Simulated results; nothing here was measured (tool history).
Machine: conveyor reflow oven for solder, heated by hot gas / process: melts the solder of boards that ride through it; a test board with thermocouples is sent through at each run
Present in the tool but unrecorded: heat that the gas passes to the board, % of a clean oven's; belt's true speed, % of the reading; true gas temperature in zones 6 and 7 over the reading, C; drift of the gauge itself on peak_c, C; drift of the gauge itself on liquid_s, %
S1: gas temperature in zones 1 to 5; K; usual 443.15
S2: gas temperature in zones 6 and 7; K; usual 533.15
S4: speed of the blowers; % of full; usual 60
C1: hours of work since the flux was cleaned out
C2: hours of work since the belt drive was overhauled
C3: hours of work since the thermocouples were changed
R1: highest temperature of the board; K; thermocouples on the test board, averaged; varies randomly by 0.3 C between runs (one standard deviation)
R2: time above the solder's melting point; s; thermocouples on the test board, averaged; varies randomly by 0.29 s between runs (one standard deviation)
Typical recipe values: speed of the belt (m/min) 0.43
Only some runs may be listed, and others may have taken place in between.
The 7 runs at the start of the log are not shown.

{"run": 8, "hour": 72.4, "S1": 457.15, "S2": 533.15, "speed of the belt (m/min)": 0.43, "S4": 60, "C1": 62, "C2": 262, "C3": 530, "R1": 515.05, "R2": 56.2}
{"run": 9, "hour": 85.5, "S1": 457.15, "S2": 533.15, "speed of the belt (m/min)": 0.43, "S4": 60, "C1": 68, "C2": 267, "C3": 535, "R1": 514.95, "R2": 56.6}
{"run": 10, "hour": 95.2, "S1": 457.15, "S2": 533.15, "speed of the belt (m/min)": 0.43, "S4": 60, "C1": 72, "C2": 271, "C3": 539, "R1": 514.95, "R2": 57}
{"run": 11, "hour": 108.9, "S1": 443.15, "S2": 533.15, "speed of the belt (m/min)": 0.43, "S4": 54, "C1": 78, "C2": 277, "C3": 545, "R1": 509.95, "R2": 43.2}
{"run": 12, "hour": 123.0, "S1": 443.15, "S2": 533.15, "speed of the belt (m/min)": 0.43, "S4": 54, "C1": 84, "C2": 283, "C3": 551, "R1": 509.05, "R2": 43.1}
{"run": 13, "hour": 136.7, "S1": 443.15, "S2": 533.15, "speed of the belt (m/min)": 0.43, "S4": 54, "C1": 90, "C2": 289, "C3": 557, "R1": 509.45, "R2": 42.2}
{"run": 14, "hour": 144.7, "S1": 443.15, "S2": 533.15, "speed of the belt (m/min)": 0.422, "S4": 54, "C1": 93, "C2": 293, "C3": 561, "R1": 510.05, "R2": 44.7}
{"run": 15, "hour": 157.6, "S1": 443.15, "S2": 533.15, "speed of the belt (m/min)": 0.43, "S4": 60, "C1": 99, "C2": 298, "C3": 566, "R1": 511.95, "R2": 46.7}
{"run": 16, "hour": 172.7, "S1": 443.15, "S2": 533.15, "speed of the belt (m/min)": 0.43, "S4": 60, "C1": 105, "C2": 305, "C3": 573, "R1": 511.45, "R2": 46.5}
{"run": 17, "hour": 182.1, "S1": 443.15, "S2": 533.15, "speed of the belt (m/min)": 0.43, "S4": 60, "C1": 109, "C2": 309, "C3": 577, "R1": 511.35, "R2": 46.1}
{"run": 18, "hour": 199.5, "S1": 443.15, "S2": 533.15, "speed of the belt (m/min)": 0.43, "S4": 60, "C1": 117, "C2": 316, "C3": 584, "R1": 511.35, "R2": 45.8}
{"run": 19, "hour": 210.4, "S1": 443.15, "S2": 533.15, "speed of the belt (m/min)": 0.43, "S4": 60, "C1": 121, "C2": 321, "C3": 589, "R1": 511.05, "R2": 45.8}
{"run": 20, "hour": 221.9, "S1": 443.15, "S2": 533.15, "speed of the belt (m/min)": 0.43, "S4": 60, "C1": 126, "C2": 326, "C3": 594, "R1": 511.25, "R2": 45.7}
{"run": 21, "hour": 232.1, "S1": 443.15, "S2": 533.15, "speed of the belt (m/min)": 0.43, "S4": 60, "C1": 131, "C2": 330, "C3": 598, "R1": 511.75, "R2": 45.1}
{"run": 22, "hour": 246.5, "S1": 443.15, "S2": 529.15, "speed of the belt (m/min)": 0.508, "S4": 51, "C1": 137, "C2": 336, "C3": 604, "R1": 497.85, "R2": 16.7}
{"run": 23, "hour": 261.2, "S1": 432.15, "S2": 528.15, "speed of the belt (m/min)": 0.488, "S4": 51, "C1": 143, "C2": 342, "C3": 611, "R1": 496.05, "R2": 11.4}
{"run": 24, "hour": 269.2, "S1": 429.15, "S2": 535.15, "speed of the belt (m/min)": 0.488, "S4": 59, "C1": 147, "C2": 346, "C3": 614, "R1": 503.75, "R2": 25}
{"run": 25, "hour": 285.0, "S1": 429.15, "S2": 535.15, "speed of the belt (m/min)": 0.488, "S4": 59, "C1": 153, "C2": 353, "C3": 621, "R1": 503.55, "R2": 25.2}
{"run": 26, "hour": 295.2, "S1": 429.15, "S2": 535.15, "speed of the belt (m/min)": 0.488, "S4": 59, "C1": 158, "C2": 357, "C3": 625, "R1": 503.65, "R2": 24.7}
{"run": 27, "hour": 302.2, "S1": 433.15, "S2": 533.15, "speed of the belt (m/min)": 0.43, "S4": 89, "C1": 161, "C2": 360, "C3": 628, "R1": 516.45, "R2": 51}
{"run": 28, "hour": 313.1, "S1": 433.15, "S2": 525.15, "speed of the belt (m/min)": 0.43, "S4": 89, "C1": 165, "C2": 365, "C3": 633, "R1": 509.35, "R2": 43.2}
{"run": 29, "hour": 323.1, "S1": 433.15, "S2": 525.15, "speed of the belt (m/min)": 0.43, "S4": 89, "C1": 170, "C2": 369, "C3": 637, "R1": 509.25, "R2": 42.8}
{"run": 30, "hour": 333.5, "S1": 437.15, "S2": 525.15, "speed of the belt (m/min)": 0.372, "S4": 84, "C1": 174, "C2": 373, "C3": 641, "R1": 512.85, "R2": 58.2}
{"run": 31, "hour": 344.6, "S1": 430.15, "S2": 525.15, "speed of the belt (m/min)": 0.372, "S4": 84, "C1": 179, "C2": 378, "C3": 646, "R1": 511.45, "R2": 54.2}
{"hour": 363.7, "done": "flux residue cleaned out of gas plates and filters"}
{"run": 32, "hour": 365.1, "S1": 443.15, "S2": 533.15, "speed of the belt (m/min)": 0.43, "S4": 51, "C1": 1, "C2": 385, "C3": 653, "R1": 508.85, "R2": 41.6}

3 ways to go on from here, each from the tool as it stands after run 32. What would each give?
{"run": "A", "hour": 375.4, "S1": 443.15, "S2": 533.15, "speed of the belt (m/min)": 0.43, "S4": 74, "C1": 5, "C2": 389, "C3": 657, "R1": "?", "R2": "?"}
{"run": "B", "hour": 375.4, "S1": 451.15, "S2": 533.15, "speed of the belt (m/min)": 0.43, "S4": 60, "C1": 5, "C2": 389, "C3": 657, "R1": "?", "R2": "?"}
{"run": "C", "hour": 375.4, "S1": 443.15, "S2": 546.15, "speed of the belt (m/min)": 0.507, "S4": 86, "C1": 5, "C2": 389, "C3": 657, "R1": "?", "R2": "?"}

run=A R1=516.45 R2=54.1
run=B R1=513.75 R2=53.7
run=C R1=525.05 R2=51.9
Take away the tool's hidden state, keep each run's random variation, and the runs would have read:
run=A R1=518.45 R2=55.4
run=B R1=515.55 R2=55.1
run=C R1=527.05 R2=52.6
